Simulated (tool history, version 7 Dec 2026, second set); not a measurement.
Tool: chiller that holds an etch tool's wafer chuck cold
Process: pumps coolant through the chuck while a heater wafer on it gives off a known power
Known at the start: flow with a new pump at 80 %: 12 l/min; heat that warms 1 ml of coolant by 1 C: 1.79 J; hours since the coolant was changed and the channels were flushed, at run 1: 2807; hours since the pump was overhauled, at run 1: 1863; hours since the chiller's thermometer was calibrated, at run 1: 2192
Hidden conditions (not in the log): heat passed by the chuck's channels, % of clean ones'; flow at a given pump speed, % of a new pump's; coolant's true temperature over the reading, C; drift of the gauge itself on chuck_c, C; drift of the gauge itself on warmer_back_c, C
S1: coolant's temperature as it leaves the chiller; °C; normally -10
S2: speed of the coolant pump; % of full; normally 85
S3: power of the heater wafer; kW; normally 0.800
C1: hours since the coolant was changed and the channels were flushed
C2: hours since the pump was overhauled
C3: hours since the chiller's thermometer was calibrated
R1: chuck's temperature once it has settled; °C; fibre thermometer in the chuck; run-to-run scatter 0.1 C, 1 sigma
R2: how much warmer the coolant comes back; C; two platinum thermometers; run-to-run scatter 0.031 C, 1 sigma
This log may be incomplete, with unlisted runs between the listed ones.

{"run": 1, "day": 0.0, "S1": -10, "S2": 85, "S3": 0.8, "C1": 2807, "C2": 1863, "C3": 2192, "R1": -2.1, "R2": 2.12}
{"run": 2, "day": 1.617, "S1": -10, "S2": 85, "S3": 0.8, "C1": 2846, "C2": 1902, "C3": 2231, "R1": -2.2, "R2": 2.11}
{"run": 3, "day": 3.762, "S1": -10, "S2": 85, "S3": 0.8, "C1": 2897, "C2": 1954, "C3": 2283, "R1": -2.1, "R2": 2.12}
{"run": 4, "day": 6.5, "S1": -10, "S2": 85, "S3": 1.017, "C1": 2963, "C2": 2019, "C3": 2348, "R1": 0.0, "R2": 2.79}
{"run": 5, "day": 8.45, "S1": -10, "S2": 78, "S3": 1.017, "C1": 3010, "C2": 2066, "C3": 2395, "R1": 0.6, "R2": 2.99}
{"run": 6, "day": 10.421, "S1": -10, "S2": 85, "S3": 0.672, "C1": 3057, "C2": 2114, "C3": 2442, "R1": -3.5, "R2": 1.88}
{"run": 7, "day": 12.738, "S1": -10, "S2": 85, "S3": 0.8, "C1": 3113, "C2": 2169, "C3": 2498, "R1": -2.1, "R2": 2.21}
{"run": 8, "day": 14.512, "S1": -1, "S2": 85, "S3": 0.8, "C1": 3155, "C2": 2212, "C3": 2541, "R1": 6.8, "R2": 2.3}
{"run": 9, "day": 15.729, "S1": -1, "S2": 85, "S3": 0.8, "C1": 3185, "C2": 2241, "C3": 2570, "R1": 6.8, "R2": 2.2}
{"run": 10, "day": 17.404, "S1": -13, "S2": 85, "S3": 0.8, "C1": 3225, "C2": 2281, "C3": 2610, "R1": -5.0, "R2": 2.28}
{"run": 11, "day": 19.225, "S1": -13, "S2": 85, "S3": 0.8, "C1": 3269, "C2": 2325, "C3": 2654, "R1": -5.3, "R2": 2.28}
{"run": 12, "day": 20.883, "S1": -10, "S2": 67, "S3": 0.8, "C1": 3308, "C2": 2365, "C3": 2693, "R1": -0.3, "R2": 2.85}
{"run": 13, "day": 23.567, "S1": -11, "S2": 67, "S3": 0.8, "C1": 3373, "C2": 2429, "C3": 2758, "R1": -1.3, "R2": 2.88}
{"run": 14, "day": 25.354, "S1": -10, "S2": 62, "S3": 0.8, "C1": 3416, "C2": 2472, "C3": 2801, "R1": 0.3, "R2": 3.09}
{"run": 15, "day": 27.475, "S1": -4, "S2": 62, "S3": 0.445, "C1": 3467, "C2": 2523, "C3": 2852, "R1": 1.8, "R2": 1.86}
{"run": 16, "day": 29.212, "S1": -4, "S2": 62, "S3": 0.445, "C1": 3508, "C2": 2565, "C3": 2893, "R1": 1.7, "R2": 1.88}
{"run": 17, "day": 30.592, "S1": -6, "S2": 63, "S3": 0.8, "C1": 3541, "C2": 2598, "C3": 2926, "R1": 4.1, "R2": 3.12}
{"run": 18, "day": 31.858, "S1": -10, "S2": 82, "S3": 0.54, "C1": 3572, "C2": 2628, "C3": 2957, "R1": -4.3, "R2": 1.8}

Expected results for the next run?
{"run": 19, "day": 33.296, "S1": -10, "S2": 82, "S3": 0.54, "C1": 3606, "C2": 2663, "C3": 2991, "R1": "?", "R2": "?"}

{"run 19": {"R1": -4.5, "R2": 1.77}}
Had the tool carried no hidden state, the very same run would have given R1 -4.5 °C, R2 1.47 C.
